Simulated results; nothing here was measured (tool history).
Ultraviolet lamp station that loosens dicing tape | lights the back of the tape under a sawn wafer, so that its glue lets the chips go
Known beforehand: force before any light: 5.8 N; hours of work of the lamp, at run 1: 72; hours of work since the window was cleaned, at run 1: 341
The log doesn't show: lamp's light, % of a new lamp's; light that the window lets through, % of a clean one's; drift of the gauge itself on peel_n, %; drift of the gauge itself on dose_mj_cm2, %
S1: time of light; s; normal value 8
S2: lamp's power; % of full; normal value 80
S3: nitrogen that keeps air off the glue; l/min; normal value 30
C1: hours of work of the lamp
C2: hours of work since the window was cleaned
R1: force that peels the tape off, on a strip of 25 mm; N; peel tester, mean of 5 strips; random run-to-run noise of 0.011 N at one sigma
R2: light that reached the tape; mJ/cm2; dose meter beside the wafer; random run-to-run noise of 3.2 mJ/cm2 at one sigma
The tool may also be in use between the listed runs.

{"run": 1, "hour": 0.0, "S1": 8, "S2": 80, "S3": 30, "C1": 72, "C2": 341, "R1": 0.631, "R2": 448}
{"run": 2, "hour": 49.7, "S1": 8, "S2": 80, "S3": 30, "C1": 103, "C2": 371, "R1": 0.648, "R2": 433}
{"run": 3, "hour": 96.2, "S1": 8, "S2": 80, "S3": 30, "C1": 131, "C2": 400, "R1": 0.673, "R2": 427}
{"run": 4, "hour": 154.7, "S1": 4, "S2": 80, "S3": 30, "C1": 167, "C2": 435, "R1": 1.973, "R2": 209}
{"run": 5, "hour": 189.8, "S1": 8, "S2": 80, "S3": 30, "C1": 189, "C2": 457, "R1": 0.752, "R2": 415}
{"run": 6, "hour": 232.8, "S1": 8, "S2": 80, "S3": 30, "C1": 215, "C2": 483, "R1": 0.756, "R2": 406}
{"run": 7, "hour": 283.3, "S1": 8, "S2": 80, "S3": 30, "C1": 246, "C2": 514, "R1": 0.775, "R2": 397}
{"run": 8, "hour": 335.6, "S1": 8, "S2": 80, "S3": 30, "C1": 278, "C2": 546, "R1": 0.847, "R2": 388}
{"run": 9, "hour": 396.3, "S1": 8, "S2": 80, "S3": 30, "C1": 315, "C2": 584, "R1": 0.838, "R2": 379}
{"hour": 431.1, "done": "window cleaned of glue's vapour"}
{"run": 10, "hour": 436.6, "S1": 8, "S2": 80, "S3": 38, "C1": 340, "C2": 3, "R1": 0.815, "R2": 362}
{"run": 11, "hour": 480.2, "S1": 8, "S2": 80, "S3": 38, "C1": 366, "C2": 30, "R1": 0.81, "R2": 358}
{"run": 12, "hour": 525.3, "S1": 8, "S2": 80, "S3": 38, "C1": 394, "C2": 58, "R1": 0.819, "R2": 353}
{"run": 13, "hour": 565.1, "S1": 8, "S2": 80, "S3": 20, "C1": 418, "C2": 82, "R1": 1.26, "R2": 346}
{"run": 14, "hour": 618.2, "S1": 8, "S2": 80, "S3": 20, "C1": 451, "C2": 115, "R1": 1.367, "R2": 336}
{"run": 15, "hour": 674.7, "S1": 8, "S2": 68, "S3": 20, "C1": 486, "C2": 149, "R1": 1.716, "R2": 278}
{"run": 16, "hour": 726.4, "S1": 8, "S2": 68, "S3": 20, "C1": 517, "C2": 181, "R1": 1.727, "R2": 275}
{"hour": 748.0, "done": "window cleaned of glue's vapour, once more"}
{"run": 17, "hour": 773.6, "S1": 8, "S2": 68, "S3": 20, "C1": 546, "C2": 16, "R1": 1.295, "R2": 348}
{"run": 18, "hour": 826.7, "S1": 8, "S2": 68, "S3": 20, "C1": 579, "C2": 48, "R1": 1.255, "R2": 347}
{"run": 19, "hour": 853.1, "S1": 8, "S2": 80, "S3": 30, "C1": 595, "C2": 64, "R1": 0.802, "R2": 401}
{"run": 20, "hour": 904.0, "S1": 8, "S2": 80, "S3": 30, "C1": 626, "C2": 96, "R1": 0.777, "R2": 394}
{"run": 21, "hour": 943.9, "S1": 8, "S2": 80, "S3": 30, "C1": 651, "C2": 120, "R1": 0.82, "R2": 383}
{"run": 22, "hour": 977.6, "S1": 8, "S2": 80, "S3": 30, "C1": 671, "C2": 141, "R1": 0.832, "R2": 384}
{"run": 23, "hour": 1025.8, "S1": 11, "S2": 80, "S3": 30, "C1": 701, "C2": 170, "R1": 0.464, "R2": 516}
{"run": 24, "hour": 1071.5, "S1": 11, "S2": 86, "S3": 15, "C1": 729, "C2": 198, "R1": 0.76, "R2": 549}
{"run": 25, "hour": 1120.4, "S1": 11, "S2": 86, "S3": 15, "C1": 759, "C2": 228, "R1": 0.813, "R2": 538}
{"run": 26, "hour": 1173.1, "S1": 11, "S2": 86, "S3": 15, "C1": 791, "C2": 261, "R1": 0.842, "R2": 523}
{"run": 27, "hour": 1217.5, "S1": 14, "S2": 80, "S3": 9, "C1": 818, "C2": 288, "R1": 0.929, "R2": 607}
{"run": 28, "hour": 1261.1, "S1": 8, "S2": 80, "S3": 10, "C1": 845, "C2": 315, "R1": 1.906, "R2": 336}
{"run": 29, "hour": 1313.3, "S1": 8, "S2": 80, "S3": 10, "C1": 877, "C2": 347, "R1": 1.915, "R2": 333}
{"run": 30, "hour": 1347.5, "S1": 8, "S2": 60, "S3": 10, "C1": 898, "C2": 368, "R1": 2.603, "R2": 249}
{"run": 31, "hour": 1377.1, "S1": 12, "S2": 80, "S3": 37, "C1": 916, "C2": 386, "R1": 0.461, "R2": 485}
{"run": 32, "hour": 1404.8, "S1": 8, "S2": 82, "S3": 10, "C1": 933, "C2": 403, "R1": 1.958, "R2": 328}
{"run": 33, "hour": 1444.3, "S1": 12, "S2": 92, "S3": 15, "C1": 957, "C2": 427, "R1": 0.772, "R2": 539}
{"run": 34, "hour": 1491.4, "S1": 6, "S2": 80, "S3": 9, "C1": 986, "C2": 456, "R1": 2.793, "R2": 230}
{"run": 35, "hour": 1519.9, "S1": 8, "S2": 80, "S3": 9, "C1": 1004, "C2": 473, "R1": 2.348, "R2": 301}
{"run": 36, "hour": 1546.4, "S1": 8, "S2": 86, "S3": 9, "C1": 1020, "C2": 490, "R1": 2.144, "R2": 323}
{"run": 37, "hour": 1572.3, "S1": 6, "S2": 90, "S3": 45, "C1": 1036, "C2": 506, "R1": 1.271, "R2": 249}
{"run": 38, "hour": 1604.9, "S1": 6, "S2": 75, "S3": 45, "C1": 1056, "C2": 526, "R1": 1.717, "R2": 205}
{"run": 39, "hour": 1634.2, "S1": 6, "S2": 75, "S3": 45, "C1": 1074, "C2": 544, "R1": 1.768, "R2": 201}
{"hour": 1641.3, "done": "lamp changed"}
{"run": 40, "hour": 1693.3, "S1": 6, "S2": 75, "S3": 45, "C1": 32, "C2": 579, "R1": 0.956, "R2": 302}
{"hour": 1736.2, "done": "window cleaned of glue's vapour"}
{"run": 41, "hour": 1736.5, "S1": 6, "S2": 75, "S3": 45, "C1": 58, "C2": 0, "R1": 0.727, "R2": 353}
{"run": 42, "hour": 1792.7, "S1": 5, "S2": 80, "S3": 30, "C1": 93, "C2": 35, "R1": 1.188, "R2": 305}
{"run": 43, "hour": 1844.5, "S1": 5, "S2": 80, "S3": 30, "C1": 124, "C2": 66, "R1": 1.255, "R2": 299}
{"run": 44, "hour": 1902.0, "S1": 4, "S2": 88, "S3": 10, "C1": 160, "C2": 102, "R1": 2.546, "R2": 257}

Some steps in R1, run to run, broken into two amounts with sign: the step expected even without the hidden condition (settings, incoming material, random variation), and the rest, left for the hidden condition together with whatever gauge scatter is not in both the measured and the hidden-condition-free result:
Run 30 -> 31: S1 8 -> 12, S2 60 -> 80, S3 10 -> 37. R1 -2.142 N: hidden state -0.641, all else -1.501.
Run 31 -> 32: S1 12 -> 8, S2 80 -> 82, S3 37 -> 10. R1 +1.497 N: hidden state +0.617, all else +0.880.
Run 33 -> 34: S1 12 -> 6, S2 92 -> 80, S3 15 -> 9. R1 +2.021 N: hidden state +0.557, all else +1.464.
Run 39 -> 40: lamp changed. R1 -0.812 N: hidden state -0.781, all else -0.031.

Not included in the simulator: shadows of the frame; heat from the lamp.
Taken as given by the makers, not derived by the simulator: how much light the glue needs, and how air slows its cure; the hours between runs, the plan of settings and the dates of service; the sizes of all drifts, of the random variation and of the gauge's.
